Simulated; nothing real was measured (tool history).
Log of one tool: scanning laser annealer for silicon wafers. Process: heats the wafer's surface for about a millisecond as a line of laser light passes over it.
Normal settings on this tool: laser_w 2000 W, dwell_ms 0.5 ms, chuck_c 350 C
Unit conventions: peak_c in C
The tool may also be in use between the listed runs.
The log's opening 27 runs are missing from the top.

run     day  laser_w  dwell_ms  chuck_c  hours of work since the window was cleaned  hours of work since the power meter was calibrated  hours of work since the optics were aligned  peak_c
     31.192  -- window over the wafer cleaned
 28  32.033     1966     0.559      318                                          15                                                1789                                           47    1061
 29  33.542     2086     0.384      355                                          42                                                1816                                           74    1024
 30  34.812     2140     0.379      331                                          65                                                1839                                           97    1019
 31  35.654     1981     0.585      363                                          81                                                1854                                          113    1121
 32  37.088     1981     0.585      363                                         106                                                1880                                          138    1122
 33  38.621     1981     0.585      363                                         134                                                1908                                          166    1113
 34  40.238     1959     0.442      372                                         163                                                1937                                          195    1016
 35  41.608     2000     0.596      350                                         188                                                1962                                          220    1113
 36  42.975     2000     0.596      350                                         213                                                1987                                          245    1106
 37    44.3     1759     0.464      318                                         237                                                2010                                          269     887
 38  45.996     2000     0.374      389                                         267                                                2041                                          299     993

Branching from run 38: 5 alternative next runs. What would each branch give?
  A  47.262     1852     0.359      383                                         290                                                2064                                          322       ?
  B  47.262     2134     0.563      386                                         290                                                2064                                          322       ?
  C  47.262     2194     0.543      348                                         290                                                2064                                          322       ?
  D  47.262     2000       0.5      353                                         290                                                2064                                          322       ?
  E  47.262     1839     0.372      389                                         290                                                2064                                          322       ?

run  peak_c
  A     920
  B    1174
  C    1154
  D    1043
  E     927
Had the tool no hidden state, the same runs would have come out as:
run  peak_c
  A     949
  B    1217
  C    1198
  D    1080
  E     956
